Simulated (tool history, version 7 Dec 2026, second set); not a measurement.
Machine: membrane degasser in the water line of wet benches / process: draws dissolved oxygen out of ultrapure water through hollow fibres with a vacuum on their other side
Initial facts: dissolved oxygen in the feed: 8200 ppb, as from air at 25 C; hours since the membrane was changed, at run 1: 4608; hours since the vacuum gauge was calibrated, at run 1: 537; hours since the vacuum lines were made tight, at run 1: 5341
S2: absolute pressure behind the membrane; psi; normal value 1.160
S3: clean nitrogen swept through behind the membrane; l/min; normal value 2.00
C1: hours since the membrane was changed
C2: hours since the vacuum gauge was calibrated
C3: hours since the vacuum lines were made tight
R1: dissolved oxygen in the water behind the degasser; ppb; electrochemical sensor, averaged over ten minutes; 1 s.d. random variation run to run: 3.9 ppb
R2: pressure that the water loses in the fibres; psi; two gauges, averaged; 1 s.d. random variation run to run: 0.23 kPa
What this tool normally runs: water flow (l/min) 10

{"run": 1, "hour": 0.0, "water flow (l/min)": 10, "S2": 1.16, "S3": 2.0, "C1": 4608, "C2": 537, "C3": 5341, "R1": 386.1, "R2": 8.425}
{"run": 2, "hour": 108.9, "water flow (l/min)": 10, "S2": 1.16, "S3": 2.0, "C1": 4717, "C2": 646, "C3": 5449, "R1": 384.4, "R2": 8.419}
{"run": 3, "hour": 250.3, "water flow (l/min)": 10, "S2": 1.16, "S3": 2.0, "C1": 4858, "C2": 788, "C3": 5591, "R1": 383.2, "R2": 8.341}
{"run": 4, "hour": 342.5, "water flow (l/min)": 10, "S2": 1.16, "S3": 2.0, "C1": 4950, "C2": 880, "C3": 5683, "R1": 387.0, "R2": 8.386}
{"run": 5, "hour": 417.6, "water flow (l/min)": 10, "S2": 1.16, "S3": 2.0, "C1": 5026, "C2": 955, "C3": 5758, "R1": 383.1, "R2": 8.353}
{"run": 6, "hour": 568.2, "water flow (l/min)": 10, "S2": 1.16, "S3": 2.0, "C1": 5176, "C2": 1106, "C3": 5909, "R1": 384.4, "R2": 8.363}
{"run": 7, "hour": 732.7, "water flow (l/min)": 10, "S2": 1.16, "S3": 2.0, "C1": 5341, "C2": 1270, "C3": 6073, "R1": 387.7, "R2": 8.301}
{"run": 8, "hour": 837.0, "water flow (l/min)": 10, "S2": 1.16, "S3": 2.0, "C1": 5445, "C2": 1374, "C3": 6178, "R1": 381.9, "R2": 8.244}
{"run": 9, "hour": 935.6, "water flow (l/min)": 10, "S2": 1.16, "S3": 2.0, "C1": 5544, "C2": 1473, "C3": 6276, "R1": 381.3, "R2": 8.292}
{"run": 10, "hour": 1046.8, "water flow (l/min)": 10, "S2": 1.16, "S3": 2.0, "C1": 5655, "C2": 1584, "C3": 6387, "R1": 388.3, "R2": 8.213}
{"run": 11, "hour": 1140.3, "water flow (l/min)": 8, "S2": 1.16, "S3": 2.0, "C1": 5748, "C2": 1678, "C3": 6481, "R1": 278.5, "R2": 6.63}
{"run": 12, "hour": 1215.5, "water flow (l/min)": 8, "S2": 1.16, "S3": 2.0, "C1": 5823, "C2": 1753, "C3": 6556, "R1": 277.4, "R2": 6.664}
{"run": 13, "hour": 1350.9, "water flow (l/min)": 10, "S2": 0.835, "S3": 5.11, "C1": 5959, "C2": 1888, "C3": 6692, "R1": 342.0, "R2": 8.219}
{"run": 14, "hour": 1480.8, "water flow (l/min)": 10, "S2": 0.835, "S3": 5.11, "C1": 6089, "C2": 2018, "C3": 6821, "R1": 335.0, "R2": 8.253}
{"run": 15, "hour": 1556.7, "water flow (l/min)": 15, "S2": 1.494, "S3": 2.0, "C1": 6165, "C2": 2094, "C3": 6897, "R1": 679.5, "R2": 12.34}
{"run": 16, "hour": 1675.9, "water flow (l/min)": 10, "S2": 0.962, "S3": 5.14, "C1": 6284, "C2": 2213, "C3": 7017, "R1": 344.9, "R2": 8.254}
{"hour": 1795.0, "done": "seals of the vacuum lines changed"}
{"run": 17, "hour": 1808.4, "water flow (l/min)": 10, "S2": 1.286, "S3": 1.64, "C1": 6414, "C2": 2344, "C3": 13, "R1": 401.6, "R2": 8.148}
{"run": 18, "hour": 1920.0, "water flow (l/min)": 9, "S2": 2.177, "S3": 2.0, "C1": 6526, "C2": 2455, "C3": 125, "R1": 405.7, "R2": 7.346}
{"run": 19, "hour": 2042.0, "water flow (l/min)": 10, "S2": 0.98, "S3": 4.65, "C1": 6648, "C2": 2577, "C3": 247, "R1": 350.8, "R2": 8.147}
{"run": 20, "hour": 2138.8, "water flow (l/min)": 10, "S2": 0.737, "S3": 3.71, "C1": 6745, "C2": 2674, "C3": 344, "R1": 343.7, "R2": 8.15}

A few steps of R2 between consecutive runs. Split each: what settings, incoming material and random variation would produce without the hidden state, and what is left over for the hidden state, along with gauge scatter present in only one of the two compared results (measured, and without hidden state):
Unlogged tool condition in this case: membrane still open, %; true pressure behind the membrane over the reading, kPa; air that leaks in behind the membrane, l/min; drift of the gauge itself on oxygen_ppb, %; drift of the gauge itself on loss_of_pressure_kpa, %.
Run 14 -> 15: water flow (l/min) 10 -> 15, S2 0.835 -> 1.494, S3 5.11 -> 2.00. R2 +4.087 psi: hidden state -0.096, all else +4.183.
Run 15 -> 16: water flow (l/min) 15 -> 10, S2 1.494 -> 0.962, S3 2.00 -> 5.14. R2 -4.086 psi: hidden state +0.073, all else -4.158.

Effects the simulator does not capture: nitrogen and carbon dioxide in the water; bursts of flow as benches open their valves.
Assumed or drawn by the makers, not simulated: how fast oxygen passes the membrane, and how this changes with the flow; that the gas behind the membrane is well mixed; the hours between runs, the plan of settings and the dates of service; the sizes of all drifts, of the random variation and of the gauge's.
